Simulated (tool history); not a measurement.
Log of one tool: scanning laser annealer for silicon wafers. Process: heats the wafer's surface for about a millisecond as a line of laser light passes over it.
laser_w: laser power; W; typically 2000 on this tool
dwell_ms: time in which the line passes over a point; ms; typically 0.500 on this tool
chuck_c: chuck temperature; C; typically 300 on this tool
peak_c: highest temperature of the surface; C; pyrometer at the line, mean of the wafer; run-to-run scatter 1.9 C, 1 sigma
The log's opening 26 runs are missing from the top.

run   hour  laser_w  dwell_ms  chuck_c  peak_c
 27  428.9     2087     0.457      287    1061
 28  446.9     2087     0.457      287    1064
 29  466.5     2000     0.501      284    1062
 30  483.8     2000     0.467      307    1051
 31  496.8     1905     0.411      327     980
 32  506.1     2180     0.426      324    1106
 33  517.1     1740     0.597      265     994
 34  532.1     1740     0.436      310     918
 35  546.2     2000     0.521      262    1058
 36  562.3     2000     0.521      262    1055
 37  580.4     2000     0.440      262     985
 38  591.2     2077     0.429      300    1043
 39  605.2     2077     0.429      300    1037
 40  619.7     2000     0.500      286    1058

Branching from run 40: 3 alternative next runs. What would each branch give?
  A  641.7     1828     0.375      286       ?
  B  641.7     1710     0.396      282       ?
  C  641.7     2132     0.561      326       ?

run  peak_c
  A     872
  B     841
  C    1219
Without the tool's hidden state the same runs would have given:
run  peak_c
  A     889
  B     857
  C    1245

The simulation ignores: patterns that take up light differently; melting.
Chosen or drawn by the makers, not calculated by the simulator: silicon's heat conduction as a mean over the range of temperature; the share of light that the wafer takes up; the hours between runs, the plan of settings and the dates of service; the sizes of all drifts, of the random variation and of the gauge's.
